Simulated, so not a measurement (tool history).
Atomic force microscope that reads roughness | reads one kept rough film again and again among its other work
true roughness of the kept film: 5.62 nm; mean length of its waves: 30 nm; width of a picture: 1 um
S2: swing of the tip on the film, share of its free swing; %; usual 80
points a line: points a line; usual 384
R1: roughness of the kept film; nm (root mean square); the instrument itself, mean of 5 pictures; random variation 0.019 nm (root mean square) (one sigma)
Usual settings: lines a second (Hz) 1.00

run 1 hour=0.0 | lines_a_second_(Hz)=1.00 S2=80 points_a_line=384 | R1=4.601
run 2 hour=12.4 | lines_a_second_(Hz)=1.00 S2=80 points_a_line=384 | R1=4.599
run 3 hour=21.4 | lines_a_second_(Hz)=1.00 S2=80 points_a_line=384 | R1=4.607
run 4 hour=33.3 | lines_a_second_(Hz)=1.00 S2=80 points_a_line=384 | R1=4.549
run 5 hour=45.2 | lines_a_second_(Hz)=1.00 S2=80 points_a_line=384 | R1=4.568
run 6 hour=52.6 | lines_a_second_(Hz)=1.00 S2=80 points_a_line=384 | R1=4.579
run 7 hour=64.2 | lines_a_second_(Hz)=1.00 S2=80 points_a_line=384 | R1=4.539
-- hour=65.8 new tip fitted
run 8 hour=77.1 | lines_a_second_(Hz)=1.00 S2=80 points_a_line=631 | R1=4.596
run 9 hour=87.1 | lines_a_second_(Hz)=1.00 S2=80 points_a_line=631 | R1=4.641
run 10 hour=98.8 | lines_a_second_(Hz)=1.00 S2=81 points_a_line=693 | R1=4.594
run 11 hour=107.4 | lines_a_second_(Hz)=2.72 S2=57 points_a_line=384 | R1=4.696
run 12 hour=117.5 | lines_a_second_(Hz)=1.11 S2=84 points_a_line=344 | R1=4.441
run 13 hour=125.9 | lines_a_second_(Hz)=0.70 S2=80 points_a_line=875 | R1=4.687
run 14 hour=131.3 | lines_a_second_(Hz)=2.73 S2=59 points_a_line=405 | R1=4.630
run 15 hour=139.1 | lines_a_second_(Hz)=2.73 S2=63 points_a_line=996 | R1=4.586
-- hour=144.4 new tip fitted
run 16 hour=151.4 | lines_a_second_(Hz)=2.11 S2=73 points_a_line=996 | R1=4.425
run 17 hour=157.3 | lines_a_second_(Hz)=1.57 S2=84 points_a_line=300 | R1=4.246

5 ways to go on from here, each from the tool as it stands after run 17. What would each give?
run A hour=168.5 | lines_a_second_(Hz)=0.99 S2=58 points_a_line=869 | R1=?
run B hour=168.5 | lines_a_second_(Hz)=2.27 S2=75 points_a_line=300 | R1=?
run C hour=168.5 | lines_a_second_(Hz)=1.33 S2=80 points_a_line=666 | R1=?
run D hour=168.5 | lines_a_second_(Hz)=1.57 S2=75 points_a_line=336 | R1=?
run E hour=168.5 | lines_a_second_(Hz)=1.00 S2=61 points_a_line=384 | R1=?

run=A R1=4.845
run=B R1=4.295
run=C R1=4.474
run=D R1=4.473
run=E R1=4.820
Without the tool's hidden state the same runs would have given:
run=A R1=4.849
run=B R1=4.298
run=C R1=4.478
run=D R1=4.476
run=E R1=4.824
